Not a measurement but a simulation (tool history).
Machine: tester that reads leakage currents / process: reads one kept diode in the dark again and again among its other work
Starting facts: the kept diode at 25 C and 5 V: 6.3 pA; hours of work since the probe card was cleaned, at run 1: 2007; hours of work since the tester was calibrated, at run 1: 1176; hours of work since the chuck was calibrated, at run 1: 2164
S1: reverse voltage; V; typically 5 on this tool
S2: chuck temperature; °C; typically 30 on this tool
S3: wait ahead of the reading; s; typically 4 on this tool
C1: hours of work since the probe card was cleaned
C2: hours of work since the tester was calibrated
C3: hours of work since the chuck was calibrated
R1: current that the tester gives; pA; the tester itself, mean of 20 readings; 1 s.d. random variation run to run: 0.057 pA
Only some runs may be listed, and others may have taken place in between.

run   hour    S1  S2    S3    C1    C2    C3     R1
  1      0     5  30     4  2007  1176  2164    9.5
  2   46.5     5  30     4  2035  1204  2192   9.49
  3   77.7     5  30     4  2054  1223  2211   9.31
  4  111.3  1.01  30     4  2074  1244  2232   4.23
  5  171.3  1.01  30     4  2111  1280  2268    4.1
  6  198.1     5  30     4  2127  1296  2284   9.39
  7  227.9     5  30     4  2145  1314  2302   9.42
  8  264.5     5  30  5.28  2167  1337  2325    9.4
     279.3  -- chuck's temperature calibrated
  9  294.1     5  30  5.28  2184  1353     9   9.36
 10  354.8     5  30  5.28  2221  1390    46   9.38
 11  403.3  2.41  21  0.33  2250  1420    75   3.91
 12  436.9  2.41  30  0.33  2271  1440    96   7.01
 13  466.5  2.01  21  9.65  2289  1458   114   2.88
 14  493.9  2.01  21  9.65  2306  1475   130    2.9
 15  556.5  1.77  59     4  2344  1513   168  40.58
 16  609.5  7.12  45   7.1  2376  1545   201   32.6
 17    641     5  30  9.49  2395  1564   220   9.37
 18  696.5  4.69  30  0.98  2428  1598   253   9.45

Across each entry between runs, compare the hidden state at the last listed run before it with the hidden state at the first listed run after it:
Runs 8 to 9: chuck's temperature calibrated (hour 279.3)
  the hidden state is the same at both runs
